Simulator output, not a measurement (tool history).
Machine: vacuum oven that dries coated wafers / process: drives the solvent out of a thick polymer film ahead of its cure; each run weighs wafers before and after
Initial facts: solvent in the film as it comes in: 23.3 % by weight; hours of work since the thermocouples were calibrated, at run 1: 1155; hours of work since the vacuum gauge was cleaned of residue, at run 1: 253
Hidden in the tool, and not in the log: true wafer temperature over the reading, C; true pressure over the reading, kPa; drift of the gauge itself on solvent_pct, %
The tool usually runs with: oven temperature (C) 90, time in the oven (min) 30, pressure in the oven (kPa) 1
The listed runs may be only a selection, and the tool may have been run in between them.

run	day	oven temperature (C)	time in the oven (min)	pressure in the oven (kPa)	hours of work since the thermocouples were calibrated	hours of work since the vacuum gauge was cleaned of residue	solvent left in the film (%)
1	0	90	30	1	1155	253	3.16
2	4.767	90	30	1	1234	332	3.02
3	8.321	90	30	1	1292	390	3.11
4	11.646	90	30	1	1347	445	3.06
5	14.362	101	30	1	1392	490	0.43
6	18.029	90	30	1	1452	550	2.93
7	22.483	90	30	1	1525	623	3.06
# day 23.875: oven's thermocouples calibrated
8	27.288	90	30	1	56	701	3.82
9	31.354	90	30	1	123	768	3.83
10	33.867	90	30	1	164	809	3.8
11	36.479	90	30	1	207	852	3.75
12	40.908	90	30	1	280	925	3.73
13	44.254	90	30	1	335	980	3.75
14	47.758	90	30	1	393	1038	3.71
15	50.079	90	30	1	431	1076	3.6
16	52.55	90	30	1	472	1117	3.69
# day 55.65: vacuum gauge cleaned of residue and calibrated
17	56.096	90	30	1.39	529	7	3.56
18	60.388	89	37	2.3	600	78	3.07
19	65.125	89	37	2.3	678	156	2.91
20	69.754	89	37	2.3	754	232	3.02
21	72.154	89	37	2.3	794	272	3.01
22	76.971	104	46	3.76	873	351	0.37
23	79.15	104	46	3.76	909	387	0.46
24	82.425	93	30	3.76	963	441	2.71
25	85.3	98	30	1.72	1010	488	1.15
26	88.662	98	30	1.72	1065	543	1.16
27	92.375	78	15	2.91	1126	604	13.59
28	94.492	78	16	2.91	1161	639	13.09
29	96.829	78	37	2.68	1200	678	8.1

Each row is a separate what-if for the run after 29, all from the same tool condition, not one after another. Results?
A	101.192	90	30	2.42	1272	750	?
B	101.192	78	21	2.68	1272	750	?
C	101.192	78	37	2.24	1272	750	?
D	101.192	102	25	0.84	1272	750	?
E	101.192	86	31	2.68	1272	750	?

run	solvent left in the film (%)
A	3.34
B	11.46
C	7.97
D	0.78
E	5.07
Without the tool's unlogged condition, the same runs would have read:
run	solvent left in the film (%)
A	3.71
B	11.88
C	8.46
D	0.9
E	5.52
